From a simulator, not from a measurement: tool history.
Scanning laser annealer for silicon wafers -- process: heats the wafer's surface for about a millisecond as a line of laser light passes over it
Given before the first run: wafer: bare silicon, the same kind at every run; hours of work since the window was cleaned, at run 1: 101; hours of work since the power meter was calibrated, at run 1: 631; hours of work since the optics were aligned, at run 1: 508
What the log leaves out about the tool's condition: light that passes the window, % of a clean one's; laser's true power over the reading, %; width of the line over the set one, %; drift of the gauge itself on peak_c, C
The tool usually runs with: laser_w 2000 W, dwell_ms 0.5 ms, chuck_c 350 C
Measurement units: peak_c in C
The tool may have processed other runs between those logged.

run,hour,laser_w,dwell_ms,chuck_c,hours of work since the window was cleaned,hours of work since the power meter was calibrated,hours of work since the optics were aligned,peak_c
1,0,2000,0.5,350,101,631,508,1039
2,11,2000,0.5,350,109,639,516,1037
3,31.5,2000,0.5,350,124,653,531,1041
4,51.4,1922,0.5,350,138,668,545,1008
5,69.4,1922,0.5,350,151,681,558,1003
6,85.9,1922,0.5,350,163,693,570,1004
7,97.9,2000,0.5,350,172,701,579,1034
8,118.9,2104,0.5,350,187,717,594,1070
9,136.3,2104,0.5,350,200,729,607,1070
10,155.4,2000,0.5,340,214,743,621,1021
11,167.6,2000,0.5,340,222,752,629,1020
12,190.4,2000,0.5,340,239,768,646,1017
13,200.3,2000,0.5,340,246,776,653,1018
14,211.9,2000,0.5,340,254,784,661,1012
15,225.6,2000,0.5,340,264,794,671,1011
16,242.2,2000,0.5,361,276,806,683,1032
17,259.1,2000,0.5,352,289,818,696,1025
18,271.8,2000,0.5,352,298,827,705,1024
19,284.4,2000,0.5,352,307,836,714,1021
20,295.4,2000,0.5,352,315,844,722,1023
21,309.9,2082,0.598,387,325,855,732,1159
22,323.5,2082,0.598,387,335,865,742,1163
23,344.9,2082,0.598,387,351,880,758,1154
24,366.5,2082,0.405,358,366,896,773,972
25,383.1,1743,0.466,369,378,908,785,919
26,396.3,1743,0.466,369,388,917,795,917
27,406.5,1743,0.466,369,395,925,802,915
# hour 418.7: window over the wafer cleaned
28,428.3,2027,0.431,384,7,939,817,1032
29,442,2000,0.439,327,17,949,826,972
30,459.9,1925,0.5,335,30,962,839,997
31,481.7,1925,0.5,335,46,978,855,997
32,493.2,1925,0.5,335,54,986,863,998
33,515.1,2000,0.358,354,70,1002,879,924
34,537.2,1877,0.358,336,86,1018,895,868
35,548.8,2101,0.398,316,94,1026,904,952
36,558.1,2101,0.398,316,101,1033,911,951
37,579.4,2101,0.398,316,116,1048,926,950
38,598.2,1770,0.5,350,130,1062,940,946
# hour 609: optics aligned, line set to its width
39,614.4,1714,0.5,349,138,1070,4,933
40,635.7,1714,0.452,349,153,1085,19,898

Selected run-to-run steps in peak_c, each split into two signed amounts: the part the tool would show with no hidden state at all (from settings, incoming material and random variation), and the remainder, which goes to the hidden state together with any gauge scatter not common to the measured and the hidden-state-free results:
Run 20 -> 21: laser_w 2000 -> 2082, dwell_ms 0.5 -> 0.598, chuck_c 352 -> 387. peak_c +136 C: hidden state -6, all else +142.
Run 23 -> 24: dwell_ms 0.598 -> 0.405, chuck_c 387 -> 358. peak_c -182 C: hidden state +7, all else -189.
Run 27 -> 28: laser_w 1743 -> 2027, dwell_ms 0.466 -> 0.431, chuck_c 369 -> 384, window over the wafer cleaned. peak_c +117 C: hidden state +28, all else +89.
